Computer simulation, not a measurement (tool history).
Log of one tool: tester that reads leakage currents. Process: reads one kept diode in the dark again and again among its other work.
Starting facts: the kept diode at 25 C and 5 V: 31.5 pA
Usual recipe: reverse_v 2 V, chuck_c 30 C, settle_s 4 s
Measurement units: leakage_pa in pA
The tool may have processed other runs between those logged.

run    hour  reverse_v  chuck_c  settle_s  leakage_pa
  1       0          2       30         4        29.6
  2   101.5          2       30         4       29.56
  3   292.9          2       30         4       29.81
  4   501.5          2       30         4       29.55
  5   647.5          2       30         4        29.7
  6   825.7          2       30         4       29.63
  7  1040.9       5.74       30         4       49.74
  8  1259.3          2       30         4        29.8
  9  1426.8          2       30         4       29.82
 10  1612.2          2       30         4       29.76
 11  1712.5          2       51         4       129.5
 12  1835.5          2       30      9.41       29.41
 13  1956.1          2       30      9.41        29.8
 14  2103.6      18.39       24      0.41       61.13
 15  2276.2      18.39       24      0.41       60.96
 16  2498.1      18.39       24      0.41       61.26
 17  2624.2          2       23      1.74       17.44
 18    2723          2       47      1.14       99.09
 19  2954.8         11       37      0.92      114.69
 20  3084.5         11       37      0.92      114.62
 21  3233.2       7.04       24      0.92       35.41
 22  3431.1       7.04       24      0.92        35.6
       3450  -- tester calibrated
 23  3593.8       7.04       24      0.92        35.6

Hidden state or all else? Some run-to-run changes of leakage_pa, split into what the settings, what came in and random variation would give without the hidden state, and what is left for the hidden state (with any gauge scatter that isn't in both results):
The tool's hidden condition here consists of: stray current of the dirty probe card, pA a volt; current scale over the true one, %; true chuck temperature over the reading, C; drift of the gauge itself on leakage_pa, %.
Run 10 -> 11: chuck_c 30 -> 51. leakage_pa +99.74 pA: hidden state +0.03, all else +99.71.
Run 11 -> 12: chuck_c 51 -> 30, settle_s 4 -> 9.41. leakage_pa -100.09 pA: hidden state -0.03, all else -100.06.
Run 13 -> 14: reverse_v 2 -> 18.39, chuck_c 30 -> 24, settle_s 9.41 -> 0.41. leakage_pa +31.33 pA: hidden state +0.07, all else +31.26.
Run 16 -> 17: reverse_v 18.39 -> 2, chuck_c 24 -> 23, settle_s 0.41 -> 1.74. leakage_pa -43.82 pA: hidden state -0.09, all else -43.73.
